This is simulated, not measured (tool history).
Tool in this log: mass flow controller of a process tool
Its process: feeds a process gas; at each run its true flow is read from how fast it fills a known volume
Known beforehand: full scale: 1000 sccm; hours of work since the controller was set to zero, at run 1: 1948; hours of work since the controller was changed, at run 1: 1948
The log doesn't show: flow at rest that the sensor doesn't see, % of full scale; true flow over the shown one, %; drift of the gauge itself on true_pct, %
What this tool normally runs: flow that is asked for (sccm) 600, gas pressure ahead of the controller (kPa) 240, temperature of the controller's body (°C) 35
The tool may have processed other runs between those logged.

run,hour,flow that is asked for (sccm),gas pressure ahead of the controller (kPa),temperature of the controller's body (°C),hours of work since the controller was set to zero,hours of work since the controller was changed,true flow (%)
1,0,600,240,35,1948,1948,98.68
2,169.1,600,240,35,2000,2000,98.71
3,303,158,240,35,2041,2041,97.92
4,429.6,158,240,35,2080,2080,97.96
5,541.5,158,240,35,2115,2115,97.87
6,676.4,158,240,35,2156,2156,98.08
7,842.7,158,240,35,2208,2208,98.01
8,935.5,158,240,35,2236,2236,98.1
9,1089.5,158,240,35,2283,2283,98.18
10,1239.8,158,240,35,2330,2330,98.17
11,1315.6,158,240,35,2353,2353,98.28

Run 12, settings as shown, results not yet in. Your forecast:
12,1451.4,158,240,35,2395,2395,?

true flow (%): 98.32
If the tool had no hidden condition, the same run with the same run-to-run variation would have returned true flow (%) 97.81.
